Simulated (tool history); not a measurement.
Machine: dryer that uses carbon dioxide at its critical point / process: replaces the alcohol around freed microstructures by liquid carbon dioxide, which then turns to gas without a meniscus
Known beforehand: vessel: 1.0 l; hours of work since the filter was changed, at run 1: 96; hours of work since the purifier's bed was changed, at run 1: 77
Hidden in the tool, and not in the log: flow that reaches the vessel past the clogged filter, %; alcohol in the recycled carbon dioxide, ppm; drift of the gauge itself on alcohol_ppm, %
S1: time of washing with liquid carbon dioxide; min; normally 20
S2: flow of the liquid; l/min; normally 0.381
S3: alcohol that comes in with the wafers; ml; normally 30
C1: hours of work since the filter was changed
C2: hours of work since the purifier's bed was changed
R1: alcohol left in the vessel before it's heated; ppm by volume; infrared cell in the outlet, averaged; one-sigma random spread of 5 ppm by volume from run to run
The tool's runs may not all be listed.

run	hour	S1	S2	S3	C1	C2	R1
1	0	20	0.381	30	96	77	60
2	5.8	20	0.507	30	100	81	17
3	13.1	14	0.507	30	105	86	83
4	21.8	14	0.507	30	110	92	94
5	31.5	17	0.381	30	117	99	134
6	35.6	20	0.364	30	120	102	76
7	44.7	20	0.364	30	126	108	72
8	52.9	20	0.364	30	132	113	73
9	57.6	20	0.364	30	135	117	79
10	65.6	20	0.364	30	140	122	82
11	70.5	20	0.253	30	144	125	454
12	75.5	20	0.253	30	147	129	442
13	85.2	20	0.253	30	154	135	446
14	90.9	20	0.253	30	158	139	469
15	100.5	20	0.381	26	164	146	65
16	110.4	27	0.519	37	171	153	6
17	118	27	0.519	37	176	158	17
18	126	27	0.519	37	181	163	10
19	135.7	18	0.381	30	188	170	127
20	140.8	18	0.485	22	192	173	37
# hour 145.5: inlet filter changed
21	148.6	19	0.381	25	2	178	47
22	153.5	19	0.381	25	5	181	65
23	162.4	19	0.342	25	12	187	95
24	166.7	19	0.342	25	14	190	89
25	173.9	27	0.381	45	19	195	7
26	178.3	16	0.549	46	22	198	38
27	182.4	15	0.381	30	25	201	200

Each row is a separate what-if for the run after 27, all from the same tool condition, not one after another. Results?
A	190.7	23	0.381	86	31	207	?
B	190.7	20	0.343	30	31	207	?
C	190.7	22	0.388	23	31	207	?
D	190.7	29	0.534	30	31	207	?

run	R1
A	55
B	89
C	26
D	12
With no hidden state in the tool, these same runs would have given:
run	R1
A	40
B	71
C	15
D	3
